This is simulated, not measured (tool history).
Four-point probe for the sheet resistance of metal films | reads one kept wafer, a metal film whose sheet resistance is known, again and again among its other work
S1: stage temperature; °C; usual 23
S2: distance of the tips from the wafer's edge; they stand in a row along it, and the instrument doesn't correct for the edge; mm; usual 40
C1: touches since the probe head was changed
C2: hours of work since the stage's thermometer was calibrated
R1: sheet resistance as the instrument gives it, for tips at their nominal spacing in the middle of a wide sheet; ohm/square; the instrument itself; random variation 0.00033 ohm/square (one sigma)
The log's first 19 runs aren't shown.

| run | day | S1 | S2 | C1 | C2 | R1 |
|---|---|---|---|---|---|---|
| 20 | 19.921 | 23 | 21 | 11365 | 858 | 1.627314 |
| 21 | 21.029 | 22 | 40 | 11675 | 871 | 1.627734 |
| 22 | 21.821 | 33 | 15 | 11896 | 880 | 1.610132 |
| 23 | 22.504 | 18 | 34 | 12087 | 888 | 1.635648 |
| 24 | 23.854 | 18 | 34 | 12465 | 904 | 1.635708 |
| 25 | 25.15 | 22 | 5 | 12827 | 919 | 1.661456 |
| 26 | 25.842 | 21 | 72 | 13019 | 927 | 1.628552 |
| 27 | 27.446 | 32 | 7 | 13467 | 946 | 1.625394 |
| 28 | 28.392 | 23 | 22 | 13731 | 957 | 1.626556 |
| 29 | 29.15 | 21 | 26 | 13943 | 966 | 1.630574 |
| 30 | 30.05 | 31 | 12 | 14195 | 976 | 1.615935 |
| 31 | 31.288 | 25 | 3 | 14540 | 991 | 1.712364 |
| 32 | 32.533 | 26 | 17 | 14888 | 1005 | 1.622268 |
| 33 | 33.675 | 20 | 10 | 15207 | 1018 | 1.639589 |
| 34 | 35.3 | 28 | 26 | 15661 | 1037 | 1.616012 |

3 ways to go on from here, each from the tool as it stands after run 34. What would each give?
| A | 35.971 | 18 | 3 | 15848 | 1045 | ? |
| B | 35.971 | 28 | 17 | 15848 | 1045 | ? |
| C | 35.971 | 20 | 23 | 15848 | 1045 | ? |

| run | R1 |
|---|---|
| A | 1.726928 |
| B | 1.618103 |
| C | 1.632731 |
Without the tool's hidden state the same runs would have given:
| run | R1 |
|---|---|
| A | 1.734525 |
| B | 1.625281 |
| C | 1.639955 |

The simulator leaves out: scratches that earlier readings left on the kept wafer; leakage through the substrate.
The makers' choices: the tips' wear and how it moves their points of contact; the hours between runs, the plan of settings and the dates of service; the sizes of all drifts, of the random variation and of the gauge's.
